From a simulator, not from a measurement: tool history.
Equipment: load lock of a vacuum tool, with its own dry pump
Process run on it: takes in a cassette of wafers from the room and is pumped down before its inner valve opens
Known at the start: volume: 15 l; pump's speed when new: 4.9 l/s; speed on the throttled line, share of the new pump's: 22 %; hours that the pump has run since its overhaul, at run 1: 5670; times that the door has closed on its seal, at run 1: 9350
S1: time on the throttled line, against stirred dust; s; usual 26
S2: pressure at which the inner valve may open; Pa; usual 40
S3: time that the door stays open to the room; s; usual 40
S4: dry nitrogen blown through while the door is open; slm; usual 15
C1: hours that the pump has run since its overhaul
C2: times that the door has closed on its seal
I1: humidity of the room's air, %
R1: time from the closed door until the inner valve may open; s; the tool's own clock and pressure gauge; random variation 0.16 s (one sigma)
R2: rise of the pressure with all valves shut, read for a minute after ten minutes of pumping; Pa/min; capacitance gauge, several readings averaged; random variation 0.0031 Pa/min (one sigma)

Run 1, hour 0: usual settings; C1 5670; C2 9350; I1 47.6. Result: R1 44.9 s, R2 0.107 Pa/min.
Run 2, hour 261.2: usual settings; C1 5932; C2 9781; I1 43.2. Result: R1 45.1 s, R2 0.103 Pa/min.
Run 3, hour 523.4: usual settings; C1 6194; C2 10213; I1 49.5. Result: R1 45.1 s, R2 0.113 Pa/min.
Run 4, hour 717.7: usual settings; C1 6388; C2 10534; I1 45.9. Result: R1 44.9 s, R2 0.113 Pa/min.
Run 5, hour 960.4: usual settings; C1 6631; C2 10934; I1 41.7. Result: R1 45.2 s, R2 0.11 Pa/min.
Run 6, hour 1243.8: usual settings; C1 6914; C2 11401; I1 45.6. Result: R1 45.1 s, R2 0.115 Pa/min.
Run 7, hour 1414.5: usual settings but S2 54 Pa; C1 7085; C2 11683; I1 49. Result: R1 44.2 s, R2 0.12 Pa/min.
Run 8, hour 1643.6: usual settings but S3 81 s; C1 7314; C2 12061; I1 45.8. Result: R1 45.4 s, R2 0.15 Pa/min.
Run 9, hour 1931.4: usual settings; C1 7602; C2 12535; I1 46.4. Result: R1 45.2 s, R2 0.124 Pa/min.
Run 10, hour 2204.7: usual settings; C1 7875; C2 12986; I1 40.2. Result: R1 45.3 s, R2 0.122 Pa/min.
Run 11, hour 2369.4: usual settings; C1 8040; C2 13257; I1 47.2. Result: R1 45.5 s, R2 0.131 Pa/min.
Run 12, hour 2671: usual settings; C1 8341; C2 13755; I1 41. Result: R1 45.3 s, R2 0.126 Pa/min.
Run 13, hour 2870: usual settings but S1 21 s; C1 8540; C2 14083; I1 52. Result: R1 41.6 s, R2 0.146 Pa/min.
Run 14, hour 3007.6: usual settings but S1 21 s; C1 8678; C2 14310; I1 45.3. Result: R1 41.5 s, R2 0.135 Pa/min.
Run 15, hour 3257.1: usual settings but S1 21 s; C1 8927; C2 14721; I1 48.6. Result: R1 41.6 s, R2 0.142 Pa/min.
Run 16, hour 3384.9: usual settings but S4 21 slm; C1 9055; C2 14932; I1 44.2. Result: R1 45.5 s, R2 0.132 Pa/min.
Run 17, hour 3639.7: usual settings; C1 9310; C2 15352; I1 40.9. Result: R1 45.6 s, R2 0.141 Pa/min.
Run 18, hour 3876.4: usual settings; C1 9547; C2 15742; I1 42.4. Result: R1 45.7 s, R2 0.136 Pa/min.
Run 19, hour 4177.4: usual settings but S1 51 s; C1 9848; C2 16239; I1 44.6. Result: R1 64.8 s, R2 0.148 Pa/min.
Run 20, hour 4490.9: usual settings but S1 18 s, S4 7 slm; C1 10161; C2 16756; I1 45.7. Result: R1 39.4 s, R2 0.16 Pa/min.
Run 21, hour 4731.6: usual settings but S1 21 s, S2 66 Pa, S4 26 slm; C1 10402; C2 17153; I1 40.8. Result: R1 40.1 s, R2 0.138 Pa/min.
Run 22, hour 4886.7: usual settings but S1 30 s, S2 59 Pa, S4 26 slm; C1 10557; C2 17408; I1 47.2. Result: R1 47.3 s, R2 0.15 Pa/min.
Run 23, hour 5124.4: usual settings but S1 30 s, S2 59 Pa, S4 26 slm; C1 10795; C2 17800; I1 47.6. Result: R1 47.5 s, R2 0.163 Pa/min.
Run 24, hour 5436.4: usual settings but S1 40 s, S4 9 slm; C1 11107; C2 18315; I1 42.7. Result: R1 56.3 s, R2 0.172 Pa/min.
Run 25, hour 5706.6: usual settings but S2 38 Pa, S3 221 s; C1 11377; C2 18760; I1 47. Result: R1 45.7 s, R2 0.26 Pa/min.
Run 26, hour 5848.7: usual settings but S1 21 s, S3 110 s; C1 11519; C2 18995; I1 44.6. Result: R1 41.9 s, R2 0.209 Pa/min.
Run 27, hour 6013.9: usual settings but S1 21 s, S3 110 s; C1 11684; C2 19267; I1 46.8. Result: R1 42.1 s, R2 0.216 Pa/min.
Run 28, hour 6180.1: usual settings but S1 21 s, S3 110 s; C1 11850; C2 19541; I1 46.8. Result: R1 42 s, R2 0.216 Pa/min.
Run 29, hour 6481.5: usual settings but S1 21 s, S3 203 s; C1 12152; C2 20038; I1 46.6. Result: R1 42.1 s, R2 0.258 Pa/min.
Run 30, hour 6786.5: usual settings but S1 21 s, S2 73 Pa, S3 150 s; C1 12457; C2 20541; I1 44.8. Result: R1 40.2 s, R2 0.238 Pa/min.
Run 31, hour 6996.1: usual settings but S1 21 s, S2 73 Pa, S3 150 s, S4 5 slm; C1 12666; C2 20887; I1 44.2. Result: R1 39.9 s, R2 0.274 Pa/min.
Run 32, hour 7183.1: usual settings but S1 50 s, S3 159 s, S4 19 slm; C1 12853; C2 21195; I1 48.1. Result: R1 64.3 s, R2 0.247 Pa/min.
Run 33, hour 7378: usual settings but S3 184 s, S4 35 slm; C1 13048; C2 21516; I1 44.8. Result: R1 46 s, R2 0.222 Pa/min.
Run 34, hour 7604.6: usual settings but S3 184 s, S4 35 slm; C1 13275; C2 21890; I1 45.4. Result: R1 45.7 s, R2 0.229 Pa/min.
Run 35, hour 7733.6: usual settings but S3 131 s, S4 14 slm; C1 13404; C2 22103; I1 45.9. Result: R1 46 s, R2 0.25 Pa/min.
Run 36, hour 8047.1: usual settings but S1 21 s, S2 60 Pa, S3 131 s, S4 14 slm; C1 13717; C2 22620; I1 46.9. Result: R1 40.8 s, R2 0.256 Pa/min.
Run 37, hour 8245.2: usual settings but S1 23 s, S2 42 Pa; C1 13916; C2 22946; I1 46. Result: R1 43.4 s, R2 0.209 Pa/min.
Run 38, hour 8529.8: usual settings but S1 29 s, S2 39 Pa, S4 42 slm; C1 14200; C2 23416; I1 45.1. Result: R1 48.3 s, R2 0.195 Pa/min.

Below are 3 alternative next runs, each starting from the tool's condition after run 38. Predict each:
Run A, hour 8823: usual settings but S1 39 s, S3 60 s, S4 11 slm; C1 14493; C2 23899; I1 44.9. Result: R1 ?, R2 ?.
Run B, hour 8823: usual settings but S1 29 s, S2 39 Pa, S3 69 s, S4 20 slm; C1 14493; C2 23899; I1 45.2. Result: R1 ?, R2 ?.
Run C, hour 8823: usual settings but S1 17 s, S2 30 Pa, S4 34 slm; C1 14493; C2 23899; I1 42.2. Result: R1 ?, R2 ?.

run    R1     R2
  A  56.2  0.249
  B  48.6  0.227
  C  40.2  0.205
Had the tool no hidden state, the same runs would have come out as:
run    R1     R2
  A    55  0.088
  B  47.2  0.068
  C  38.4  0.043

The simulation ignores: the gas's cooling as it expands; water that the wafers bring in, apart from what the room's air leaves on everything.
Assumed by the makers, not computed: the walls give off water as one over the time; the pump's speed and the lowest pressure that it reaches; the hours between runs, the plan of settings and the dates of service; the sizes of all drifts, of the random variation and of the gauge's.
